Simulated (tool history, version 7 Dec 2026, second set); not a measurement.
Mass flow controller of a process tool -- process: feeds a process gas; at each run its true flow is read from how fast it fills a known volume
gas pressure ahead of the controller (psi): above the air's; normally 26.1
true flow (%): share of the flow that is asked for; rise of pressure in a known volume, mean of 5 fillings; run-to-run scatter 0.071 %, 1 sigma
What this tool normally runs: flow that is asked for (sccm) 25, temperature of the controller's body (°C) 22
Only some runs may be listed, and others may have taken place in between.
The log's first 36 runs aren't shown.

run,hour,flow that is asked for (sccm),gas pressure ahead of the controller (psi),temperature of the controller's body (°C),hours of work since the controller was set to zero,hours of work since the controller was changed,true flow (%)
# hour 4381.4: controller exchanged for a calibrated one
37,4438,22,23.8,36,39,39,101.57
38,4539.2,30,29.7,22,110,110,102.28
39,4683.4,30,29.7,22,210,210,102.33
40,4836,7,40.5,39,316,316,101.79
# hour 4953.1: gauge calibrated
41,4984.8,10,26.1,32,420,420,99.45
42,5075.2,6,33.6,23,483,483,99.8
43,5204.6,6,33.6,24,573,573,99.89
44,5289.8,6,33.6,24,632,632,99.79

What if the next run were any one of these 5? Each begins from the tool's condition after run 44:
A,5437,5,32.9,22,735,735,?
B,5437,10,33.6,35,735,735,?
C,5437,24,27.3,22,735,735,?
D,5437,11,23.5,24,735,735,?
E,5437,6,39.6,24,735,735,?

run,true flow (%)
A,99.99
B,99.66
C,100.1
D,99.93
E,100.04
Stripped of hidden state, with their random variation kept, the same runs would have yielded:
run,true flow (%)
A,99.74
B,99.41
C,99.85
D,99.68
E,99.79

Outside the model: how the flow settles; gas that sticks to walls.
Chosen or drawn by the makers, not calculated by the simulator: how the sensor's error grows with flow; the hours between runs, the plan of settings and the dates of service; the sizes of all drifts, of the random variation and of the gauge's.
